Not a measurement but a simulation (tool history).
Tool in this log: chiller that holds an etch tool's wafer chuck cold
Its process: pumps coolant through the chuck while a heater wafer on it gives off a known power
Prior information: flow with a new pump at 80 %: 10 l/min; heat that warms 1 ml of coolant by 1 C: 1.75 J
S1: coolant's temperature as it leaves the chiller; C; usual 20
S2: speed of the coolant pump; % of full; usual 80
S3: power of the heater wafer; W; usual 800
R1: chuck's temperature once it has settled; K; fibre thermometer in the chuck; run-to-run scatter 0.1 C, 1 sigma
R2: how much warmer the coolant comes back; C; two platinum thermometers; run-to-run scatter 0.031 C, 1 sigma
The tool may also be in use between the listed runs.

run	hour	S1	S2	S3	R1	R2
1	0.0	20	80	800	300.45	2.92
# hour 76.9: chiller's thermometer calibrated
2	150.3	20	80	800	300.55	2.91
3	280.0	20	80	800	300.75	2.93
4	388.6	20	80	800	300.45	2.93
5	497.8	20	89	800	299.95	2.56
6	613.7	20	89	800	299.95	2.61
7	696.4	20	80	800	300.65	2.90
8	773.0	20	80	800	300.65	2.93
9	839.5	20	80	800	300.65	2.93
10	911.8	20	99	800	299.45	2.36
11	1005.7	20	80	800	300.75	2.87
12	1131.0	20	80	800	300.75	2.91
13	1260.2	20	80	800	300.65	2.94
14	1380.9	20	80	800	300.65	2.96
15	1492.9	20	80	800	300.85	2.93
16	1580.2	14	80	800	294.75	2.94
17	1695.5	28	85	800	308.35	2.72
18	1814.7	17	80	731	297.15	2.68
19	1880.9	15	67	512	293.75	2.29
20	1982.2	23	80	633	302.15	2.36
21	2111.9	20	82	601	298.55	2.13
# hour 2156.7: coolant changed, channels flushed
# hour 2196.3: chiller's thermometer calibrated
22	2262.9	12	66	1146	296.75	5.16
23	2341.0	20	92	961	300.65	3.08
24	2424.9	28	62	578	307.35	2.82
25	2530.0	23	88	987	304.25	3.29
26	2614.9	13	62	726	294.05	3.49
27	2714.5	26	74	883	307.25	3.57
28	2793.7	11	65	623	290.65	2.90
29	2941.5	19	67	887	301.25	3.93
30	3066.6	13	96	631	290.85	1.96
31	3156.1	20	69	1171	304.95	5.16
32	3237.0	19	69	857	300.65	3.71

3 ways to go on from here, each from the tool as it stands after run 32. What would each give?
A	3390.0	14	95	404	?	?
B	3390.0	22	69	562	?	?
C	3390.0	19	69	498	?	?

run	R1	R2
A	290.15	1.23
B	300.75	2.47
C	296.85	2.20
What these runs would have given with no unlogged condition in the tool:
run	R1	R2
A	289.95	1.12
B	300.35	2.26
C	296.55	2.02

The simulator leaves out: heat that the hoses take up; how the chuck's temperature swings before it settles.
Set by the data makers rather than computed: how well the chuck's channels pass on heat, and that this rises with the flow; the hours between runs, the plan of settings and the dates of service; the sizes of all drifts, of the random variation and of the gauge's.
